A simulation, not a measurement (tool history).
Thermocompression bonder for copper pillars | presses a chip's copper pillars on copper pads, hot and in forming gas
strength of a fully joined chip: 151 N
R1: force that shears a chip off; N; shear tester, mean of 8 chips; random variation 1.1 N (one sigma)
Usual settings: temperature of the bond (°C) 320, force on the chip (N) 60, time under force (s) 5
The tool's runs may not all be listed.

{"run": 1, "hour": 0.0, "temperature of the bond (°C)": 320, "force on the chip (N)": 60, "time under force (s)": 5, "R1": 94.8}
{"run": 2, "hour": 33.8, "temperature of the bond (°C)": 302, "force on the chip (N)": 60, "time under force (s)": 5, "R1": 77.5}
{"run": 3, "hour": 53.4, "temperature of the bond (°C)": 302, "force on the chip (N)": 60, "time under force (s)": 5, "R1": 77.6}
{"run": 4, "hour": 95.7, "temperature of the bond (°C)": 302, "force on the chip (N)": 60, "time under force (s)": 5, "R1": 77.5}
{"run": 5, "hour": 121.1, "temperature of the bond (°C)": 302, "force on the chip (N)": 60, "time under force (s)": 5, "R1": 76.5}
{"run": 6, "hour": 152.9, "temperature of the bond (°C)": 302, "force on the chip (N)": 60, "time under force (s)": 5, "R1": 76.2}
{"run": 7, "hour": 183.5, "temperature of the bond (°C)": 302, "force on the chip (N)": 60, "time under force (s)": 5, "R1": 75.2}
{"run": 8, "hour": 225.0, "temperature of the bond (°C)": 302, "force on the chip (N)": 60, "time under force (s)": 5, "R1": 76.2}
{"hour": 244.2, "done": "force cell calibrated"}
{"run": 9, "hour": 253.0, "temperature of the bond (°C)": 302, "force on the chip (N)": 60, "time under force (s)": 5, "R1": 73.0}
{"hour": 259.2, "done": "forming gas filter changed"}
{"run": 10, "hour": 289.6, "temperature of the bond (°C)": 302, "force on the chip (N)": 60, "time under force (s)": 5, "R1": 78.1}
{"run": 11, "hour": 337.4, "temperature of the bond (°C)": 302, "force on the chip (N)": 60, "time under force (s)": 5, "R1": 76.8}
{"run": 12, "hour": 382.6, "temperature of the bond (°C)": 326, "force on the chip (N)": 50, "time under force (s)": 5, "R1": 91.6}
{"run": 13, "hour": 426.1, "temperature of the bond (°C)": 326, "force on the chip (N)": 50, "time under force (s)": 5, "R1": 90.7}
{"run": 14, "hour": 448.9, "temperature of the bond (°C)": 326, "force on the chip (N)": 50, "time under force (s)": 5, "R1": 91.7}
{"run": 15, "hour": 489.2, "temperature of the bond (°C)": 331, "force on the chip (N)": 47, "time under force (s)": 11, "R1": 113.2}
{"run": 16, "hour": 511.8, "temperature of the bond (°C)": 331, "force on the chip (N)": 42, "time under force (s)": 7, "R1": 94.5}
{"run": 17, "hour": 554.5, "temperature of the bond (°C)": 299, "force on the chip (N)": 60, "time under force (s)": 3, "R1": 61.6}
{"run": 18, "hour": 601.3, "temperature of the bond (°C)": 320, "force on the chip (N)": 78, "time under force (s)": 5, "R1": 106.0}
{"run": 19, "hour": 644.1, "temperature of the bond (°C)": 299, "force on the chip (N)": 38, "time under force (s)": 5, "R1": 52.5}
{"hour": 659.7, "done": "heater calibrated with a thermocouple chip"}
{"run": 20, "hour": 683.0, "temperature of the bond (°C)": 299, "force on the chip (N)": 38, "time under force (s)": 5, "R1": 56.9}
{"run": 21, "hour": 708.0, "temperature of the bond (°C)": 344, "force on the chip (N)": 54, "time under force (s)": 3, "R1": 98.2}
{"run": 22, "hour": 736.0, "temperature of the bond (°C)": 344, "force on the chip (N)": 54, "time under force (s)": 3, "R1": 100.1}

Forecast each of these 4 alternatives for the next run:
{"run": "A", "hour": 755.8, "temperature of the bond (°C)": 344, "force on the chip (N)": 57, "time under force (s)": 3, "R1": "?"}
{"run": "B", "hour": 755.8, "temperature of the bond (°C)": 339, "force on the chip (N)": 54, "time under force (s)": 3, "R1": "?"}
{"run": "C", "hour": 755.8, "temperature of the bond (°C)": 292, "force on the chip (N)": 45, "time under force (s)": 3, "R1": "?"}
{"run": "D", "hour": 755.8, "temperature of the bond (°C)": 321, "force on the chip (N)": 60, "time under force (s)": 12, "R1": "?"}

run=A R1=101.6
run=B R1=93.5
run=C R1=48.0
run=D R1=118.8
Without the tool's hidden state the same runs would have given:
run=A R1=105.3
run=B R1=96.8
run=C R1=49.4
run=D R1=123.5
